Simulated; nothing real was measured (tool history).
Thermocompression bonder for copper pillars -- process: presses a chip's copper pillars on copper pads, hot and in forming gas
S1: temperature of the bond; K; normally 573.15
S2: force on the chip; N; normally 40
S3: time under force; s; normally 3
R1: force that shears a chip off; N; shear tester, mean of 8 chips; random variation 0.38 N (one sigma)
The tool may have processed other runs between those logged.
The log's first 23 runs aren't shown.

run 24 hour=614.9 | S1=573.15 S2=40 S3=3 | R1=69.8
run 25 hour=651.7 | S1=579.15 S2=40 S3=7 | R1=85.7
run 26 hour=674.2 | S1=579.15 S2=40 S3=7 | R1=84.3
run 27 hour=699.0 | S1=598.15 S2=39 S3=7 | R1=89.1
-- hour=710.9 forming gas filter changed
run 28 hour=720.5 | S1=577.15 S2=40 S3=3 | R1=72.6
run 29 hour=740.0 | S1=577.15 S2=40 S3=3 | R1=71.7
run 30 hour=767.3 | S1=577.15 S2=40 S3=3 | R1=71.8
run 31 hour=791.3 | S1=549.15 S2=40 S3=3 | R1=57.1
run 32 hour=824.7 | S1=549.15 S2=40 S3=3 | R1=56.3

Branching from run 32: 5 alternative next runs. What would each branch give?
run A hour=860.9 | S1=591.15 S2=25 S3=7 | R1=?
run B hour=860.9 | S1=564.15 S2=33 S3=3 | R1=?
run C hour=860.9 | S1=575.15 S2=52 S3=2 | R1=?
run D hour=860.9 | S1=549.15 S2=56 S3=3 | R1=?
run E hour=860.9 | S1=549.15 S2=40 S3=5 | R1=?

run=A R1=77.8
run=B R1=57.9
run=C R1=70.9
run=D R1=67.2
run=E R1=65.6
With no hidden state in the tool, these same runs would have given:
run=A R1=81.1
run=B R1=61.3
run=C R1=74.3
run=D R1=70.8
run=E R1=69.2
